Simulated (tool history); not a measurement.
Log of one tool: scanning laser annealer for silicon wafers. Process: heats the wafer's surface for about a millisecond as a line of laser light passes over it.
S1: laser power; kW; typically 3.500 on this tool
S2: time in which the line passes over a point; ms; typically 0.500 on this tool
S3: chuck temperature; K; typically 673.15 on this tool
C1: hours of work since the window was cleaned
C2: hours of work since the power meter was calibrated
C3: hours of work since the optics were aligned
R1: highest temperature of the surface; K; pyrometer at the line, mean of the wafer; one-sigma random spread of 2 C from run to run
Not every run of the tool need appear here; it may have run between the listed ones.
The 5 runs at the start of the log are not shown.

run	day	S1	S2	S3	C1	C2	C3	R1
6	5.904	3.500	0.500	673.15	199	511	544	1513.15
7	8.029	3.500	0.500	670.15	229	541	574	1512.15
8	9.388	3.500	0.500	673.15	248	560	593	1510.15
9	10.362	3.500	0.500	673.15	262	574	607	1508.15
10	12.175	3.500	0.500	673.15	287	599	632	1512.15
11	14.138	3.500	0.500	673.15	315	627	660	1505.15
12	15.958	3.500	0.500	673.15	341	652	686	1505.15
13	18.283	3.500	0.500	673.15	373	685	719	1498.15
14	20.067	3.500	0.370	673.15	398	710	744	1374.15
15	21.075	3.500	0.370	673.15	413	724	758	1367.15
16	22.654	3.448	0.432	645.15	435	747	780	1394.15
17	24.100	3.522	0.490	707.15	455	767	801	1530.15
# day 24.421: window over the wafer cleaned
18	26.008	3.792	0.577	712.15	22	793	826	1728.15
# day 26.338: optics aligned, line set to its width
19	28.283	3.114	0.369	655.15	51	822	27	1268.15
20	29.675	3.500	0.505	703.15	71	841	47	1554.15
21	31.271	3.220	0.375	708.15	94	864	69	1352.15
22	32.283	3.563	0.500	649.15	108	878	84	1511.15
# day 32.829: optics aligned, line set to its width, once more
23	34.850	3.563	0.500	649.15	141	911	28	1513.15
24	36.621	3.640	0.500	649.15	166	936	53	1537.15
25	37.971	3.640	0.500	649.15	185	955	72	1533.15
26	38.962	3.640	0.500	649.15	199	969	86	1535.15
27	40.275	3.818	0.366	668.15	217	988	105	1457.15
28	42.188	3.500	0.372	674.15	244	1015	132	1388.15
29	44.262	3.500	0.372	674.15	274	1044	161	1381.15
30	46.104	3.093	0.436	664.15	300	1070	187	1331.15

4 ways to go on from here, each from the tool as it stands after run 30. What would each give?
A	47.967	3.093	0.418	691.15	326	1096	213	?
B	47.967	3.130	0.436	664.15	326	1096	213	?
C	47.967	3.637	0.436	638.15	326	1096	213	?
D	47.967	3.811	0.500	673.15	326	1096	213	?

run	R1
A	1335.15
B	1336.15
C	1447.15
D	1604.15
Stripped of hidden state, with their random variation kept, the same runs would have yielded:
run	R1
A	1345.15
B	1346.15
C	1459.15
D	1619.15
